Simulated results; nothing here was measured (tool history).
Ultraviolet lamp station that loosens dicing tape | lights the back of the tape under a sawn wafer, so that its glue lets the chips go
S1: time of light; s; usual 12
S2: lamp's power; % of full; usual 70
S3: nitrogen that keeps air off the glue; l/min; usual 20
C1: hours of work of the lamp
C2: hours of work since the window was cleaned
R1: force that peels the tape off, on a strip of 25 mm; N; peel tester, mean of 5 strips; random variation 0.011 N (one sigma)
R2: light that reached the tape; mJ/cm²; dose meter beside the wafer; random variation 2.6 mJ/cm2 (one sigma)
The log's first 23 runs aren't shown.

run 24 hour=180.7 | S1=15 S2=84 S3=9 | C1=287 C2=26 | R1=0.443 R2=445
run 25 hour=187.5 | S1=11 S2=77 S3=15 | C1=291 C2=30 | R1=0.646 R2=301
run 26 hour=198.1 | S1=11 S2=77 S3=15 | C1=298 C2=37 | R1=0.658 R2=299
run 27 hour=203.2 | S1=23 S2=83 S3=23 | C1=302 C2=41 | R1=0.211 R2=675
run 28 hour=214.0 | S1=7 S2=83 S3=11 | C1=309 C2=48 | R1=1.637 R2=207
run 29 hour=219.8 | S1=6 S2=72 S3=20 | C1=313 C2=52 | R1=1.751 R2=157
run 30 hour=228.9 | S1=6 S2=71 S3=19 | C1=319 C2=58 | R1=1.813 R2=147
run 31 hour=234.5 | S1=14 S2=69 S3=28 | C1=323 C2=62 | R1=0.346 R2=340
run 32 hour=244.3 | S1=18 S2=68 S3=12 | C1=329 C2=68 | R1=0.396 R2=427
run 33 hour=251.7 | S1=12 S2=60 S3=20 | C1=334 C2=73 | R1=0.773 R2=250
run 34 hour=262.4 | S1=16 S2=61 S3=21 | C1=341 C2=81 | R1=0.415 R2=338
run 35 hour=268.7 | S1=12 S2=70 S3=7 | C1=346 C2=85 | R1=1.205 R2=291
run 36 hour=276.9 | S1=9 S2=63 S3=14 | C1=351 C2=90 | R1=1.522 R2=198
run 37 hour=285.6 | S1=9 S2=63 S3=14 | C1=357 C2=96 | R1=1.515 R2=192
run 38 hour=295.6 | S1=9 S2=63 S3=7 | C1=364 C2=103 | R1=2.265 R2=194
run 39 hour=304.0 | S1=9 S2=63 S3=7 | C1=369 C2=109 | R1=2.262 R2=197
run 40 hour=310.9 | S1=9 S2=63 S3=7 | C1=374 C2=113 | R1=2.214 R2=193

Forecast each of these 3 alternatives for the next run:
run A hour=318.6 | S1=9 S2=70 S3=7 | C1=379 C2=118 | R1=? R2=?
run B hour=318.6 | S1=12 S2=65 S3=15 | C1=379 C2=118 | R1=? R2=?
run C hour=318.6 | S1=10 S2=63 S3=8 | C1=379 C2=118 | R1=? R2=?

run=A R1=1.997 R2=215
run=B R1=0.822 R2=266
run=C R1=1.799 R2=216
Without the tool's hidden state the same runs would have given:
run=A R1=1.673 R2=243
run=B R1=0.648 R2=301
run=C R1=1.497 R2=245

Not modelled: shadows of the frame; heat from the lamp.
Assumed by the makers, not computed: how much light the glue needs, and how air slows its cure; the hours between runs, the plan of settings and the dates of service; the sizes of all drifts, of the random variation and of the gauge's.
